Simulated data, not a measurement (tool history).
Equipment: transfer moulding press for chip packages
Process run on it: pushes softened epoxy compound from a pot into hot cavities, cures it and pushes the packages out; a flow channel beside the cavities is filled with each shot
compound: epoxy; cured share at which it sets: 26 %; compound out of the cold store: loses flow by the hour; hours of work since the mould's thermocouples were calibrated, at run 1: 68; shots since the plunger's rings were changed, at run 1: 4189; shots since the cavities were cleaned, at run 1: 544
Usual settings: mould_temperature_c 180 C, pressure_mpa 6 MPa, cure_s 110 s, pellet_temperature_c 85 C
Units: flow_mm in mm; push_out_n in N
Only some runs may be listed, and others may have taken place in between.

run   hour  mould_temperature_c  pressure_mpa  cure_s  pellet_temperature_c  hours of work since the mould's thermocouples were calibrated  shots since the plunger's rings were changed  shots since the cavities were cleaned  incoming compound's hours out of the cold store  flow_mm  push_out_n
  1      0                  180             6     110                    85                                                             68                                          4189                                    544                                             13.3      690         524
       4.2  -- plunger's sealing rings changed
       5.7  -- cavities cleaned with cleaning compound and waxed
  2     17                  180             6     110                    85                                                             78                                           138                                    138                                             47.5      636         424
  3   29.4                  180             6     116                    85                                                             88                                           289                                    289                                             24.6      686         469
      52.8  -- cavities cleaned with cleaning compound and waxed
  4   52.8                  180             6     116                    85                                                            105                                           556                                      0                                             14.2      711         335
  5   73.8                  180             6     116                    85                                                            122                                           813                                    257                                             32.1      668         435
  6   88.1                  176             6     110                    85                                                            133                                           987                                    431                                               16      716         643
      99.4  -- cavities cleaned with cleaning compound and waxed
  7  100.2                  176             6     110                    85                                                            142                                          1117                                     10                                             41.7      655         446
  8  119.4                  187             6     110                    85                                                            157                                          1350                                    243                                             40.7      632         384
  9    130                  187             6     110                    85                                                            165                                          1480                                    373                                             23.6      673         437
     147.3  -- cavities cleaned with cleaning compound and waxed
 10    152                  180          4.78     110                    91                                                            182                                          1731                                     58                                             20.2      617         378
 11  170.4                  180             6     110                    91                                                            196                                          1956                                    283                                             12.4      710         469
       194  -- cavities cleaned with cleaning compound and waxed
 12    194                  175             6     140                    91                                                            214                                          2224                                      0                                             10.5      723         325
 13  204.1                  180             6     133                    89                                                            222                                          2348                                    124                                             29.1      670         359
 14  221.6                  179          7.23     133                    89                                                            235                                          2562                                    338                                             36.3      717         417
     241.4  -- cavities cleaned with cleaning compound and waxed
 15    243                  179          7.23     133                    89                                                            251                                          2804                                     19                                             13.2      775         316
 16  252.5                  184             6     110                    85                                                            259                                          2921                                    136                                             30.8      654         363
 17    267                  178          4.93     110                    85                                                            270                                          3097                                    312                                             35.7      592         501
 18  277.3                  178          4.93     110                    92                                                            278                                          3223                                    438                                             15.6      637         565

Alternative continuations, all from the tool just after run 18; predict every row:
     289.2  -- cavities cleaned with cleaning compound and waxed
  A  293.5                  180          7.16     110                    88                                                            290                                          3402                                     52                                             40.3        ?           ?
     289.2  -- cavities cleaned with cleaning compound and waxed
  B  293.5                  178          6.67     110                    92                                                            290                                          3402                                     52                                               32        ?           ?
     289.2  -- cavities cleaned with cleaning compound and waxed
  C  293.5                  183          4.83     110                    85                                                            290                                          3402                                     52                                             15.8        ?           ?

run  flow_mm  push_out_n
  A      697         390
  B      701         424
  C      615         348
Take away the tool's hidden state, keep each run's random variation, and the runs would have read:
run  flow_mm  push_out_n
  A      711         343
  B      715         369
  C      628         309
